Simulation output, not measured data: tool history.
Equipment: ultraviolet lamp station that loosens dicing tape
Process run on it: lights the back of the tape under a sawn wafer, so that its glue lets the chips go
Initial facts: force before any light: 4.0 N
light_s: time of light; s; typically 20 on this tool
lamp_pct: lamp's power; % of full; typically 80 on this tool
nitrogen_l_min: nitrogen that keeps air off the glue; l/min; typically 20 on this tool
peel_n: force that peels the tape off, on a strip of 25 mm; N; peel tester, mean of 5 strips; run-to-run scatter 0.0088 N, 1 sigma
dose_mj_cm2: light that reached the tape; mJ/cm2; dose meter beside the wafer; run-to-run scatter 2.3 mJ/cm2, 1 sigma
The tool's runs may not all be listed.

Run 1, day 0: usual settings. Result: peel_n 0.38 N, dose_mj_cm2 211 mJ/cm2.
Run 2, day 0.196: usual settings. Result: peel_n 0.395 N, dose_mj_cm2 208 mJ/cm2.
Run 3, day 0.508: usual settings. Result: peel_n 0.399 N, dose_mj_cm2 212 mJ/cm2.
Run 4, day 0.717: usual settings but nitrogen_l_min 16 l/min. Result: peel_n 0.441 N, dose_mj_cm2 210 mJ/cm2.
Run 5, day 1.096: usual settings but nitrogen_l_min 16 l/min. Result: peel_n 0.432 N, dose_mj_cm2 205 mJ/cm2.
Run 6, day 1.475: usual settings. Result: peel_n 0.403 N, dose_mj_cm2 204 mJ/cm2.
Run 7, day 1.762: usual settings but lamp_pct 72 % of full. Result: peel_n 0.479 N, dose_mj_cm2 184 mJ/cm2.
Run 8, day 2.012: usual settings but lamp_pct 72 % of full. Result: peel_n 0.472 N, dose_mj_cm2 186 mJ/cm2.
Run 9, day 2.296: usual settings but lamp_pct 66 % of full. Result: peel_n 0.545 N, dose_mj_cm2 175 mJ/cm2.
Run 10, day 2.633: usual settings but light_s 38 s, lamp_pct 82 % of full, nitrogen_l_min 18 l/min. Result: peel_n 0.206 N, dose_mj_cm2 401 mJ/cm2.
At day 2.683: window cleaned of glue's vapour.
Run 11, day 2.862: usual settings but light_s 17 s, lamp_pct 82 % of full, nitrogen_l_min 18 l/min. Result: peel_n 0.555 N, dose_mj_cm2 176 mJ/cm2.
Run 12, day 3.138: usual settings but light_s 39 s, lamp_pct 79 % of full, nitrogen_l_min 10 l/min. Result: peel_n 0.247 N, dose_mj_cm2 385 mJ/cm2.
Run 13, day 3.375: usual settings but light_s 33 s, lamp_pct 79 % of full, nitrogen_l_min 10 l/min. Result: peel_n 0.305 N, dose_mj_cm2 326 mJ/cm2.
Run 14, day 3.533: usual settings but light_s 29 s, lamp_pct 79 % of full, nitrogen_l_min 10 l/min. Result: peel_n 0.345 N, dose_mj_cm2 285 mJ/cm2.
Run 15, day 3.846: usual settings but light_s 29 s, lamp_pct 82 % of full, nitrogen_l_min 30 l/min. Result: peel_n 0.237 N, dose_mj_cm2 299 mJ/cm2.
Run 16, day 4.179: usual settings but light_s 29 s, lamp_pct 82 % of full, nitrogen_l_min 30 l/min. Result: peel_n 0.241 N, dose_mj_cm2 296 mJ/cm2.

5 ways to go on from here, each from the tool as it stands after run 16. What would each give?
Run A, day 4.358: usual settings but light_s 29 s, lamp_pct 82 % of full, nitrogen_l_min 27 l/min. Result: peel_n ?, dose_mj_cm2 ?.
Run B, day 4.358: usual settings but light_s 11 s, lamp_pct 82 % of full, nitrogen_l_min 30 l/min. Result: peel_n ?, dose_mj_cm2 ?.
Run C, day 4.358: usual settings but light_s 12 s, nitrogen_l_min 30 l/min. Result: peel_n ?, dose_mj_cm2 ?.
Run D, day 4.358: usual settings but light_s 22 s, lamp_pct 91 % of full. Result: peel_n ?, dose_mj_cm2 ?.
Run E, day 4.358: usual settings but light_s 30 s, lamp_pct 74 % of full, nitrogen_l_min 8 l/min. Result: peel_n ?, dose_mj_cm2 ?.

run  peel_n  dose_mj_cm2
  A   0.239          292
  B   0.855          115
  C   0.773          120
  D   0.309          249
  E   0.412          277
Had the tool no hidden state, the same runs would have come out as:
run  peel_n  dose_mj_cm2
  A   0.219          333
  B   0.716          130
  C   0.645          136
  D   0.266          283
  E   0.343          315
